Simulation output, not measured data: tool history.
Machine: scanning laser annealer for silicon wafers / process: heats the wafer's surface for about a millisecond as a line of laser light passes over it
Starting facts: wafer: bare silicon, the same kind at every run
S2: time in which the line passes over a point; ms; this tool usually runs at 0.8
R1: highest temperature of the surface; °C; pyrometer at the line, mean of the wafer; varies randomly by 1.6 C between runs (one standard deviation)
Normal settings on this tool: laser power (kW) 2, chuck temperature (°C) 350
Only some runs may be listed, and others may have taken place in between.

run 1 hour=0 | laser_power_(kW)=2 S2=0.8 chuck_temperature_(°C)=350 | R1=1163
run 2 hour=27.3 | laser_power_(kW)=2 S2=0.8 chuck_temperature_(°C)=350 | R1=1165
run 3 hour=74.6 | laser_power_(kW)=2 S2=0.8 chuck_temperature_(°C)=350 | R1=1161
run 4 hour=108.9 | laser_power_(kW)=2 S2=0.8 chuck_temperature_(°C)=350 | R1=1162
run 5 hour=167.7 | laser_power_(kW)=2 S2=0.8 chuck_temperature_(°C)=350 | R1=1160
run 6 hour=205.5 | laser_power_(kW)=2 S2=0.8 chuck_temperature_(°C)=350 | R1=1160
run 7 hour=233.7 | laser_power_(kW)=2 S2=0.8 chuck_temperature_(°C)=350 | R1=1156
run 8 hour=297.8 | laser_power_(kW)=2 S2=0.8 chuck_temperature_(°C)=350 | R1=1158
run 9 hour=353.5 | laser_power_(kW)=2 S2=0.8 chuck_temperature_(°C)=350 | R1=1155
run 10 hour=383.2 | laser_power_(kW)=2 S2=0.8 chuck_temperature_(°C)=350 | R1=1156
run 11 hour=438 | laser_power_(kW)=2 S2=0.8 chuck_temperature_(°C)=350 | R1=1157
run 12 hour=469 | laser_power_(kW)=2.081 S2=0.8 chuck_temperature_(°C)=350 | R1=1196
run 13 hour=531.9 | laser_power_(kW)=2.081 S2=0.8 chuck_temperature_(°C)=350 | R1=1198
run 14 hour=585.9 | laser_power_(kW)=2.081 S2=0.8 chuck_temperature_(°C)=350 | R1=1194
run 15 hour=628.1 | laser_power_(kW)=2.081 S2=0.8 chuck_temperature_(°C)=350 | R1=1195
run 16 hour=688.9 | laser_power_(kW)=2.081 S2=0.8 chuck_temperature_(°C)=350 | R1=1190
run 17 hour=738.5 | laser_power_(kW)=2.081 S2=0.8 chuck_temperature_(°C)=350 | R1=1190
run 18 hour=797 | laser_power_(kW)=2.081 S2=0.8 chuck_temperature_(°C)=350 | R1=1190
run 19 hour=852.1 | laser_power_(kW)=2.081 S2=0.8 chuck_temperature_(°C)=350 | R1=1186
run 20 hour=879.6 | laser_power_(kW)=2.081 S2=0.8 chuck_temperature_(°C)=350 | R1=1187
run 21 hour=918.3 | laser_power_(kW)=2.173 S2=0.8 chuck_temperature_(°C)=352 | R1=1235
run 22 hour=957.1 | laser_power_(kW)=1.971 S2=0.577 chuck_temperature_(°C)=351 | R1=1022
run 23 hour=994.2 | laser_power_(kW)=1.971 S2=0.577 chuck_temperature_(°C)=351 | R1=1019
run 24 hour=1033.8 | laser_power_(kW)=2.196 S2=0.8 chuck_temperature_(°C)=382 | R1=1276
run 25 hour=1077.4 | laser_power_(kW)=1.845 S2=0.8 chuck_temperature_(°C)=382 | R1=1094
run 26 hour=1110.3 | laser_power_(kW)=2.123 S2=0.8 chuck_temperature_(°C)=378 | R1=1236
run 27 hour=1157.1 | laser_power_(kW)=2.048 S2=0.633 chuck_temperature_(°C)=311 | R1=1042
run 28 hour=1206.4 | laser_power_(kW)=2.028 S2=0.751 chuck_temperature_(°C)=358 | R1=1140
run 29 hour=1234 | laser_power_(kW)=2 S2=0.769 chuck_temperature_(°C)=350 | R1=1124
-- hour=1277.8 window over the wafer cleaned
run 30 hour=1300.5 | laser_power_(kW)=1.772 S2=0.737 chuck_temperature_(°C)=320 | R1=995
run 31 hour=1353.1 | laser_power_(kW)=2.08 S2=0.804 chuck_temperature_(°C)=345 | R1=1208
run 32 hour=1407.4 | laser_power_(kW)=2.08 S2=0.844 chuck_temperature_(°C)=345 | R1=1222
run 33 hour=1465.7 | laser_power_(kW)=1.819 S2=0.603 chuck_temperature_(°C)=334 | R1=965
run 34 hour=1513.9 | laser_power_(kW)=2 S2=0.8 chuck_temperature_(°C)=356 | R1=1172
run 35 hour=1557.4 | laser_power_(kW)=2 S2=0.8 chuck_temperature_(°C)=356 | R1=1169
run 36 hour=1617 | laser_power_(kW)=2 S2=0.8 chuck_temperature_(°C)=347 | R1=1162
run 37 hour=1652.2 | laser_power_(kW)=2 S2=0.8 chuck_temperature_(°C)=347 | R1=1159
run 38 hour=1688.4 | laser_power_(kW)=2 S2=0.867 chuck_temperature_(°C)=347 | R1=1189
run 39 hour=1718.8 | laser_power_(kW)=1.875 S2=0.66 chuck_temperature_(°C)=350 | R1=1031
run 40 hour=1780.2 | laser_power_(kW)=2.105 S2=0.66 chuck_temperature_(°C)=376 | R1=1167

Each run again, without the hidden state but with its own random variation kept:
The tool's hidden condition here consists of: light that passes the window, % of a clean one's; laser's true power over the reading, %; width of the line over the set one, %; drift of the gauge itself on peak_c, C.
run=1 R1=1178
run=2 R1=1181
run=3 R1=1178
run=4 R1=1179
run=5 R1=1179
run=6 R1=1179
run=7 R1=1176
run=8 R1=1179
run=9 R1=1178
run=10 R1=1180
run=11 R1=1181
run=12 R1=1222
run=13 R1=1226
run=14 R1=1223
run=15 R1=1224
run=16 R1=1221
run=17 R1=1222
run=18 R1=1223
run=19 R1=1220
run=20 R1=1222
run=21 R1=1273
run=22 R1=1052
run=23 R1=1049
run=24 R1=1317
run=25 R1=1128
run=26 R1=1276
run=27 R1=1078
run=28 R1=1180
run=29 R1=1164
run=30 R1=1003
run=31 R1=1219
run=32 R1=1235
run=33 R1=975
run=34 R1=1186
run=35 R1=1184
run=36 R1=1178
run=37 R1=1176
run=38 R1=1207
run=39 R1=1047
run=40 R1=1186
